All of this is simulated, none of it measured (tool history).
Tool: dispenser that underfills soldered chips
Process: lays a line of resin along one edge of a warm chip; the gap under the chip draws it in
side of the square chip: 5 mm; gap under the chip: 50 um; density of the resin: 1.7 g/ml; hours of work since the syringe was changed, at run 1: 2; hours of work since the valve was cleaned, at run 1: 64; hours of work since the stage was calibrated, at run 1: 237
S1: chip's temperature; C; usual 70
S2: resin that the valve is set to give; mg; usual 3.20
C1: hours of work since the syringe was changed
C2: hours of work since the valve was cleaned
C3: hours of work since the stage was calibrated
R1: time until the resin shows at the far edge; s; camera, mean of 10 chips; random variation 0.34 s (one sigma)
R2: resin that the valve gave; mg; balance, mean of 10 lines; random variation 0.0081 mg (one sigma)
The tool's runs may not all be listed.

run,hour,S1,S2,C1,C2,C3,R1,R2
1,0.0,70,3.20,2,64,237,18.7,3.141
2,8.5,70,2.73,8,71,244,28.0,2.663
# hour 11.2: new syringe of resin
# hour 24.0: new syringe of resin
3,24.0,70,2.73,0,82,256,18.5,2.665
# hour 36.6: new syringe of resin
4,41.8,70,3.20,4,96,269,21.0,3.099
# hour 48.0: dispensing valve cleaned and set on the balance
# hour 51.0: new syringe of resin
5,58.9,70,3.20,6,8,282,24.9,3.189
# hour 63.6: new syringe of resin
6,70.9,70,3.20,6,18,291,22.8,3.165
# hour 76.0: new syringe of resin
# hour 88.4: new syringe of resin
7,88.5,70,3.20,0,31,304,17.0,3.172
# hour 101.1: new syringe of resin
8,104.8,70,3.20,3,43,317,21.0,3.148
# hour 114.5: new syringe of resin
9,117.2,62,3.20,2,53,326,25.5,3.149
# hour 126.6: new syringe of resin
10,134.5,61,3.20,6,66,340,32.6,3.125
# hour 140.2: new syringe of resin
11,150.6,70,3.20,8,79,352,27.1,3.125
# hour 153.6: new syringe of resin
12,161.9,70,3.20,7,87,361,25.2,3.118
# hour 166.0: new syringe of resin
13,177.0,70,3.20,9,99,372,28.8,3.103
# hour 179.3: new syringe of resin
# hour 180.3: dispensing valve cleaned and set on the balance
14,185.8,64,3.20,4,4,378,27.1,3.201
# hour 192.6: new syringe of resin
15,195.1,64,3.20,2,11,385,24.4,3.198
# hour 205.5: new syringe of resin
16,207.8,64,3.20,2,21,395,23.4,3.178
# hour 218.2: new syringe of resin
17,224.6,64,3.20,5,34,408,28.2,3.171
# hour 230.8: new syringe of resin
18,237.9,64,3.20,6,44,418,30.5,3.172
# hour 243.9: new syringe of resin
19,254.7,78,2.75,8,57,431,22.5,2.697
# hour 256.2: new syringe of resin
20,267.8,78,3.92,9,67,441,23.4,3.839
# hour 269.4: new syringe of resin
21,277.8,69,3.43,7,75,449,26.2,3.356
# hour 282.3: new syringe of resin
22,290.5,82,3.56,6,85,458,17.8,3.481
# hour 295.8: new syringe of resin
23,302.7,76,3.40,5,94,468,20.5,3.308
# hour 309.0: new syringe of resin
# hour 311.6: dispensing valve cleaned and set on the balance
24,316.8,76,3.40,5,4,478,19.9,3.395
# hour 322.8: new syringe of resin
25,330.6,55,3.96,6,15,488,40.0,3.947
# hour 336.1: new syringe of resin
26,340.7,58,3.87,4,22,496,32.1,3.837
# hour 348.5: new syringe of resin
27,351.7,58,3.87,2,31,504,30.4,3.825
# hour 361.2: new syringe of resin
28,363.4,58,3.87,2,40,513,30.0,3.828

Forecast each of these 3 alternatives for the next run:
# hour 373.6: new syringe of resin
A,377.9,63,3.80,3,51,525,?,?
# hour 373.6: new syringe of resin
B,377.9,79,4.09,3,51,525,?,?
# hour 373.6: new syringe of resin
C,377.9,56,3.67,3,51,525,?,?

run,R1,R2
A,27.0,3.752
B,16.4,4.027
C,34.2,3.625
Without the tool's hidden state the same runs would have given:
run,R1,R2
A,20.0,3.804
B,12.3,4.084
C,25.2,3.676
